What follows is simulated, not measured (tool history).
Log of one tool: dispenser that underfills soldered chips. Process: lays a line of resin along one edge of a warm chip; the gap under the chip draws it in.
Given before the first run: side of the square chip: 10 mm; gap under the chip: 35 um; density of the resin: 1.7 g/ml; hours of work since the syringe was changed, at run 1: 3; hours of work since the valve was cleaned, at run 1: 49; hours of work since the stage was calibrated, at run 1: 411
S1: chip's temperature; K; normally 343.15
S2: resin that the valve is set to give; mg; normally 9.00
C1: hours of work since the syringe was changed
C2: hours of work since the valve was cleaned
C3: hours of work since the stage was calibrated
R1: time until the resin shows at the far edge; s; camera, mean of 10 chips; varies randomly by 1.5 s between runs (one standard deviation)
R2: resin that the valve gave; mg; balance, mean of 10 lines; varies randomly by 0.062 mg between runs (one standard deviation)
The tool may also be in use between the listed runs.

run,hour,S1,S2,C1,C2,C3,R1,R2
1,0.0,343.15,9.00,3,49,411,164.3,8.61
2,6.9,343.15,9.00,7,53,416,217.1,8.65
# hour 13.9: new syringe of resin
3,14.4,343.15,9.00,0,58,420,141.2,8.55
4,24.8,343.15,9.00,7,65,427,210.7,8.47
# hour 32.2: new syringe of resin
5,32.2,329.15,9.00,0,69,432,227.2,8.54
6,39.8,329.15,9.00,5,74,437,299.8,8.47
# hour 51.0: new syringe of resin
7,51.9,329.15,9.00,1,82,444,233.8,8.38
# hour 67.8: dispensing valve cleaned and set on the balance
8,68.8,345.15,9.00,11,1,455,244.3,9.02
# hour 70.2: new syringe of resin
9,79.3,341.15,9.00,6,7,461,210.7,8.99
# hour 89.6: new syringe of resin
10,94.0,348.15,10.72,3,17,470,138.1,10.62
# hour 99.4: stage's temperature calibrated
11,105.0,331.15,9.00,9,23,4,385.7,8.85
# hour 109.4: new syringe of resin
12,120.1,331.15,9.00,7,33,13,329.0,8.77
# hour 127.6: new syringe of resin
13,131.4,331.15,9.00,2,40,20,253.1,8.75
14,142.1,331.15,9.00,9,47,27,385.7,8.73
# hour 146.0: new syringe of resin
15,152.1,331.15,9.00,4,53,33,282.5,8.76

For each entry between runs, how does the tool's hidden state at the last listed run before it compare with that at the first listed run after it?
Run 2 -> run 3: new syringe of resin (hour 13.9)
  resin's viscosity, % of fresh resin's: 152.6 -> 101.8; dose that the valve gives, % of what is set: 95.81 -> 95.41; true chip temperature over the reading, C: 1.39 -> 1.41
  measured result minus the result with no hidden state, R1: +68.9 -> -3.1 s; R2: -0.37 -> -0.42 mg
Run 4 -> run 5: new syringe of resin (hour 32.2)
  resin's viscosity, % of fresh resin's: 151.5 -> 99.8; dose that the valve gives, % of what is set: 94.82 -> 94.46; true chip temperature over the reading, C: 1.44 -> 1.46
  measured result minus the result with no hidden state, R1: +66.3 -> -10.3 s; R2: -0.46 -> -0.50 mg
Run 6 -> run 7: new syringe of resin (hour 51.0)
  resin's viscosity, % of fresh resin's: 133.5 -> 101.9; dose that the valve gives, % of what is set: 94.08 -> 93.44; true chip temperature over the reading, C: 1.48 -> 1.51
  measured result minus the result with no hidden state, R1: +65.5 -> -5.6 s; R2: -0.53 -> -0.59 mg
Run 7 -> run 8: dispensing valve cleaned and set on the balance (hour 67.8)
  resin's viscosity, % of fresh resin's: 101.9 -> 187.6; dose that the valve gives, % of what is set: 93.44 -> 100.11; true chip temperature over the reading, C: 1.51 -> 1.55
  measured result minus the result with no hidden state, R1: -5.6 -> +107.4 s; R2: -0.59 -> +0.01 mg
Run 8 -> run 9: new syringe of resin (hour 70.2)
  resin's viscosity, % of fresh resin's: 187.6 -> 142.1; dose that the valve gives, % of what is set: 100.11 -> 99.63; true chip temperature over the reading, C: 1.55 -> 1.58
  measured result minus the result with no hidden state, R1: +107.4 -> +54.3 s; R2: +0.01 -> -0.03 mg
Run 9 -> run 10: new syringe of resin (hour 89.6)
  resin's viscosity, % of fresh resin's: 142.1 -> 119.8; dose that the valve gives, % of what is set: 99.63 -> 98.9; true chip temperature over the reading, C: 1.58 -> 1.61
  measured result minus the result with no hidden state, R1: +54.3 -> +16.7 s; R2: -0.03 -> -0.12 mg
Run 10 -> run 11: stage's temperature calibrated (hour 99.4)
  resin's viscosity, % of fresh resin's: 119.8 -> 176.4; dose that the valve gives, % of what is set: 98.9 -> 98.38; true chip temperature over the reading, C: 1.61 -> -0.05
  measured result minus the result with no hidden state, R1: +16.7 -> +168.0 s; R2: -0.12 -> -0.15 mg
Run 11 -> run 12: new syringe of resin (hour 109.4)
  resin's viscosity, % of fresh resin's: 176.4 -> 150.2; dose that the valve gives, % of what is set: 98.38 -> 97.64; true chip temperature over the reading, C: -0.05 -> -0.01
  measured result minus the result with no hidden state, R1: +168.0 -> +111.1 s; R2: -0.15 -> -0.21 mg
Run 12 -> run 13: new syringe of resin (hour 127.6)
  resin's viscosity, % of fresh resin's: 150.2 -> 114.3; dose that the valve gives, % of what is set: 97.64 -> 97.05; true chip temperature over the reading, C: -0.01 -> 0.02
  measured result minus the result with no hidden state, R1: +111.1 -> +32.5 s; R2: -0.21 -> -0.26 mg
Run 14 -> run 15: new syringe of resin (hour 146.0)
  resin's viscosity, % of fresh resin's: 171.9 -> 126.6; dose that the valve gives, % of what is set: 96.53 -> 96.04; true chip temperature over the reading, C: 0.05 -> 0.07
  measured result minus the result with no hidden state, R1: +162.4 -> +60.4 s; R2: -0.31 -> -0.35 mg
